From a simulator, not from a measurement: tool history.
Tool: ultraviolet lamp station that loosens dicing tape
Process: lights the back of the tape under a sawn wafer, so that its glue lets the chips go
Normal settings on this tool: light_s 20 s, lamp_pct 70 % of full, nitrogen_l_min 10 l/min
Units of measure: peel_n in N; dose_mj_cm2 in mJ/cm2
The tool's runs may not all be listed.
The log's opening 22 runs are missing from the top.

run 23 hour=200.2 | light_s=26 lamp_pct=63 nitrogen_l_min=10 | peel_n=0.313 dose_mj_cm2=322
run 24 hour=212.3 | light_s=17 lamp_pct=75 nitrogen_l_min=10 | peel_n=0.463 dose_mj_cm2=254
run 25 hour=219.6 | light_s=17 lamp_pct=75 nitrogen_l_min=10 | peel_n=0.5 dose_mj_cm2=249
run 26 hour=232.9 | light_s=24 lamp_pct=75 nitrogen_l_min=10 | peel_n=0.261 dose_mj_cm2=356
run 27 hour=244.1 | light_s=24 lamp_pct=75 nitrogen_l_min=10 | peel_n=0.273 dose_mj_cm2=353
run 28 hour=256.2 | light_s=27 lamp_pct=70 nitrogen_l_min=10 | peel_n=0.278 dose_mj_cm2=373
run 29 hour=267.3 | light_s=28 lamp_pct=70 nitrogen_l_min=20 | peel_n=0.229 dose_mj_cm2=378
run 30 hour=272.7 | light_s=28 lamp_pct=70 nitrogen_l_min=20 | peel_n=0.211 dose_mj_cm2=381
run 31 hour=285.5 | light_s=28 lamp_pct=100 nitrogen_l_min=10 | peel_n=0.215 dose_mj_cm2=539
run 32 hour=298.4 | light_s=20 lamp_pct=66 nitrogen_l_min=12 | peel_n=0.408 dose_mj_cm2=261
run 33 hour=306.8 | light_s=31 lamp_pct=70 nitrogen_l_min=14 | peel_n=0.218 dose_mj_cm2=417
run 34 hour=319.4 | light_s=20 lamp_pct=72 nitrogen_l_min=14 | peel_n=0.332 dose_mj_cm2=277
run 35 hour=327.1 | light_s=20 lamp_pct=69 nitrogen_l_min=5 | peel_n=0.789 dose_mj_cm2=263
run 36 hour=340.5 | light_s=20 lamp_pct=69 nitrogen_l_min=5 | peel_n=0.756 dose_mj_cm2=262
run 37 hour=346.5 | light_s=20 lamp_pct=69 nitrogen_l_min=5 | peel_n=0.779 dose_mj_cm2=263
run 38 hour=356.3 | light_s=15 lamp_pct=70 nitrogen_l_min=10 | peel_n=0.743 dose_mj_cm2=202
run 39 hour=368.7 | light_s=15 lamp_pct=70 nitrogen_l_min=10 | peel_n=0.779 dose_mj_cm2=200
run 40 hour=377.9 | light_s=20 lamp_pct=96 nitrogen_l_min=10 | peel_n=0.263 dose_mj_cm2=364
run 41 hour=391.2 | light_s=15 lamp_pct=96 nitrogen_l_min=10 | peel_n=0.403 dose_mj_cm2=275
run 42 hour=397.1 | light_s=15 lamp_pct=96 nitrogen_l_min=10 | peel_n=0.421 dose_mj_cm2=273
run 43 hour=408.4 | light_s=23 lamp_pct=96 nitrogen_l_min=4 | peel_n=0.405 dose_mj_cm2=420
run 44 hour=418.9 | light_s=20 lamp_pct=86 nitrogen_l_min=4 | peel_n=0.614 dose_mj_cm2=325

3 options for the next run, each taken on its own from the tool as it stands now. Forecast them:
run A hour=431.7 | light_s=14 lamp_pct=75 nitrogen_l_min=10 | peel_n=? dose_mj_cm2=?
run B hour=431.7 | light_s=35 lamp_pct=98 nitrogen_l_min=20 | peel_n=? dose_mj_cm2=?
run C hour=431.7 | light_s=11 lamp_pct=90 nitrogen_l_min=6 | peel_n=? dose_mj_cm2=?

run=A peel_n=0.773 dose_mj_cm2=195
run=B peel_n=0.212 dose_mj_cm2=633
run=C peel_n=1.272 dose_mj_cm2=187
With no hidden state in the tool, these same runs would have given:
run=A peel_n=0.549 dose_mj_cm2=233
run=B peel_n=0.212 dose_mj_cm2=754
run=C peel_n=0.932 dose_mj_cm2=223

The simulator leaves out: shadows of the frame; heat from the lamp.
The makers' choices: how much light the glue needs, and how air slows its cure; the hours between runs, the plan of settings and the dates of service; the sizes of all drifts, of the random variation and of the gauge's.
